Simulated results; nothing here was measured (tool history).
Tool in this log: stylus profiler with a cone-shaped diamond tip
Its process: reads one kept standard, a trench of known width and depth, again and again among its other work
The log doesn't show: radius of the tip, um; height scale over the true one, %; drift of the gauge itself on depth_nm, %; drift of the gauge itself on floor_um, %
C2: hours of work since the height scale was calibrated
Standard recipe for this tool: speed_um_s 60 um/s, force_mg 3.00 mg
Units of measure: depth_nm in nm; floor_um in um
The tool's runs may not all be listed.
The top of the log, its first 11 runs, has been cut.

{"run": 12, "hour": 392.5, "speed_um_s": 49, "force_mg": 3.0, "scans with this tip": 6732, "C2": 768, "depth_nm": 202.14, "floor_um": 45.27}
{"run": 13, "hour": 432.9, "speed_um_s": 49, "force_mg": 3.0, "scans with this tip": 6984, "C2": 797, "depth_nm": 202.31, "floor_um": 45.16}
{"run": 14, "hour": 474.1, "speed_um_s": 49, "force_mg": 3.0, "scans with this tip": 7241, "C2": 826, "depth_nm": 202.26, "floor_um": 45.14}
{"run": 15, "hour": 520.4, "speed_um_s": 60, "force_mg": 3.0, "scans with this tip": 7531, "C2": 859, "depth_nm": 202.32, "floor_um": 45.04}
{"run": 16, "hour": 552.2, "speed_um_s": 60, "force_mg": 3.0, "scans with this tip": 7729, "C2": 882, "depth_nm": 202.29, "floor_um": 45.0}
{"run": 17, "hour": 585.7, "speed_um_s": 60, "force_mg": 3.0, "scans with this tip": 7938, "C2": 906, "depth_nm": 202.33, "floor_um": 44.92}
{"run": 18, "hour": 620.2, "speed_um_s": 39, "force_mg": 1.48, "scans with this tip": 8154, "C2": 930, "depth_nm": 201.7, "floor_um": 44.92}
{"run": 19, "hour": 665.4, "speed_um_s": 59, "force_mg": 3.55, "scans with this tip": 8436, "C2": 962, "depth_nm": 202.46, "floor_um": 44.92}
{"run": 20, "hour": 697.2, "speed_um_s": 59, "force_mg": 3.55, "scans with this tip": 8634, "C2": 985, "depth_nm": 202.54, "floor_um": 44.87}
{"run": 21, "hour": 730.4, "speed_um_s": 52, "force_mg": 2.67, "scans with this tip": 8842, "C2": 1009, "depth_nm": 202.27, "floor_um": 44.79}
{"run": 22, "hour": 763.7, "speed_um_s": 57, "force_mg": 5.1, "scans with this tip": 9050, "C2": 1033, "depth_nm": 203.15, "floor_um": 44.82}
{"hour": 773.7, "done": "new tip fitted, height scale calibrated"}
{"run": 23, "hour": 802.5, "speed_um_s": 110, "force_mg": 8.48, "scans with this tip": 181, "C2": 21, "depth_nm": 203.6, "floor_um": 46.81}
{"run": 24, "hour": 846.9, "speed_um_s": 94, "force_mg": 8.48, "scans with this tip": 458, "C2": 52, "depth_nm": 203.73, "floor_um": 46.77}
{"run": 25, "hour": 879.2, "speed_um_s": 59, "force_mg": 4.83, "scans with this tip": 659, "C2": 75, "depth_nm": 202.53, "floor_um": 46.78}
{"run": 26, "hour": 910.4, "speed_um_s": 93, "force_mg": 2.46, "scans with this tip": 854, "C2": 97, "depth_nm": 201.67, "floor_um": 46.45}
{"run": 27, "hour": 945.9, "speed_um_s": 60, "force_mg": 7.43, "scans with this tip": 1076, "C2": 123, "depth_nm": 203.4, "floor_um": 46.71}
{"run": 28, "hour": 969.4, "speed_um_s": 60, "force_mg": 7.43, "scans with this tip": 1223, "C2": 139, "depth_nm": 203.37, "floor_um": 46.63}
{"run": 29, "hour": 995.3, "speed_um_s": 115, "force_mg": 1.28, "scans with this tip": 1385, "C2": 158, "depth_nm": 201.21, "floor_um": 45.85}
{"run": 30, "hour": 1025.9, "speed_um_s": 115, "force_mg": 1.28, "scans with this tip": 1576, "C2": 180, "depth_nm": 201.23, "floor_um": 45.79}
{"run": 31, "hour": 1060.7, "speed_um_s": 19, "force_mg": 8.2, "scans with this tip": 1793, "C2": 205, "depth_nm": 203.68, "floor_um": 46.62}
{"run": 32, "hour": 1092.6, "speed_um_s": 186, "force_mg": 3.6, "scans with this tip": 1992, "C2": 227, "depth_nm": 202.23, "floor_um": 45.75}
{"run": 33, "hour": 1113.2, "speed_um_s": 186, "force_mg": 3.6, "scans with this tip": 2121, "C2": 242, "depth_nm": 202.24, "floor_um": 45.74}
{"run": 34, "hour": 1148.2, "speed_um_s": 32, "force_mg": 1.01, "scans with this tip": 2339, "C2": 267, "depth_nm": 201.16, "floor_um": 46.19}

Predict each of these 4 candidate next runs independently; none follows another, all start after run 34:
{"run": "A", "hour": 1191.1, "speed_um_s": 186, "force_mg": 7.47, "scans with this tip": 2607, "C2": 297, "depth_nm": "?", "floor_um": "?"}
{"run": "B", "hour": 1191.1, "speed_um_s": 23, "force_mg": 1.19, "scans with this tip": 2607, "C2": 297, "depth_nm": "?", "floor_um": "?"}
{"run": "C", "hour": 1191.1, "speed_um_s": 57, "force_mg": 1.01, "scans with this tip": 2607, "C2": 297, "depth_nm": "?", "floor_um": "?"}
{"run": "D", "hour": 1191.1, "speed_um_s": 104, "force_mg": 3.47, "scans with this tip": 2607, "C2": 297, "depth_nm": "?", "floor_um": "?"}

run=A depth_nm=203.61 floor_um=45.83
run=B depth_nm=201.30 floor_um=46.26
run=C depth_nm=201.20 floor_um=45.92
run=D depth_nm=202.25 floor_um=45.96
Take away the tool's hidden state, keep each run's random variation, and the runs would have read:
run=A depth_nm=203.28 floor_um=46.57
run=B depth_nm=200.97 floor_um=47.00
run=C depth_nm=200.88 floor_um=46.66
run=D depth_nm=201.93 floor_um=46.69
